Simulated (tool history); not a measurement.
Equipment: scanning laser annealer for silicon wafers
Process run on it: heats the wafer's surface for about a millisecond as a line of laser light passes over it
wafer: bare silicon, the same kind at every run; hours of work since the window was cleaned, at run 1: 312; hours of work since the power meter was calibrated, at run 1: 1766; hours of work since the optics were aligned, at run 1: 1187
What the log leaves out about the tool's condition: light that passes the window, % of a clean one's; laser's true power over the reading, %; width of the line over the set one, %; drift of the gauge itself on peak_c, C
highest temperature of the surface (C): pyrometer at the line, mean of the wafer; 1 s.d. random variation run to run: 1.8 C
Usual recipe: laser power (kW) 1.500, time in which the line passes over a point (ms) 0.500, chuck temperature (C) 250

run    hour  laser power (kW)  time in which the line passes over a point (ms)  chuck temperature (C)  hours of work since the window was cleaned  hours of work since the power meter was calibrated  hours of work since the optics were aligned  highest temperature of the surface (C)
  1     0.0             1.500                                            0.500                    250                                         312                                                1766                                         1187                                     956
  2    37.8             1.500                                            0.500                    245                                         336                                                1790                                         1211                                     946
      103.7  -- window over the wafer cleaned
  3   115.4             1.500                                            0.500                    245                                           7                                                1838                                         1259                                     970
  4   163.1             1.500                                            0.580                    245                                          38                                                1868                                         1289                                    1035
  5   219.3             1.500                                            0.580                    245                                          73                                                1904                                         1324                                    1030
      280.6  -- optics aligned, line set to its width
  6   282.6             1.370                                            0.580                    245                                         110                                                1941                                            1                                     968
  7   358.4             1.500                                            0.500                    250                                         158                                                1989                                           49                                     971
  8   391.9             1.500                                            0.500                    250                                         180                                                2010                                           71                                     969
  9   470.9             1.500                                            0.500                    250                                         230                                                2060                                          121                                     966
 10   547.3             1.398                                            0.500                    250                                         278                                                2109                                          169                                     907
 11   612.2             1.500                                            0.500                    250                                         319                                                2150                                          210                                     961
 12   672.5             1.500                                            0.500                    250                                         358                                                2188                                          249                                     954
      707.1  -- window over the wafer cleaned
 13   753.5             1.500                                            0.500                    250                                          29                                                2238                                          299                                     984
 14   817.0             1.500                                            0.587                    250                                          70                                                2279                                          339                                    1050
 15   877.3             1.500                                            0.587                    265                                         108                                                2317                                          377                                    1061
 16   928.2             1.500                                            0.587                    265                                         140                                                2349                                          410                                    1057
 17   976.4             1.323                                            0.587                    265                                         171                                                2380                                          440                                     955
 18  1044.8             1.323                                            0.587                    265                                         214                                                2423                                          484                                     950
 19  1084.9             1.323                                            0.587                    265                                         240                                                2449                                          509                                     949
 20  1144.2             1.323                                            0.587                    265                                         277                                                2486                                          547                                     944
 21  1192.5             1.323                                            0.587                    265                                         308                                                2517                                          577                                     941
 22  1237.8             1.323                                            0.587                    265                                         337                                                2546                                          606                                     942

Estimate the outcome of run 23 from the log above:
 23  1294.1             1.323                                            0.587                    265                                         372                                                2581                                          642                                       ?

{"run 23": {"highest temperature of the surface (C)": 938}}
Had the tool carried no hidden state, the very same run would have given highest temperature of the surface (C) 971.

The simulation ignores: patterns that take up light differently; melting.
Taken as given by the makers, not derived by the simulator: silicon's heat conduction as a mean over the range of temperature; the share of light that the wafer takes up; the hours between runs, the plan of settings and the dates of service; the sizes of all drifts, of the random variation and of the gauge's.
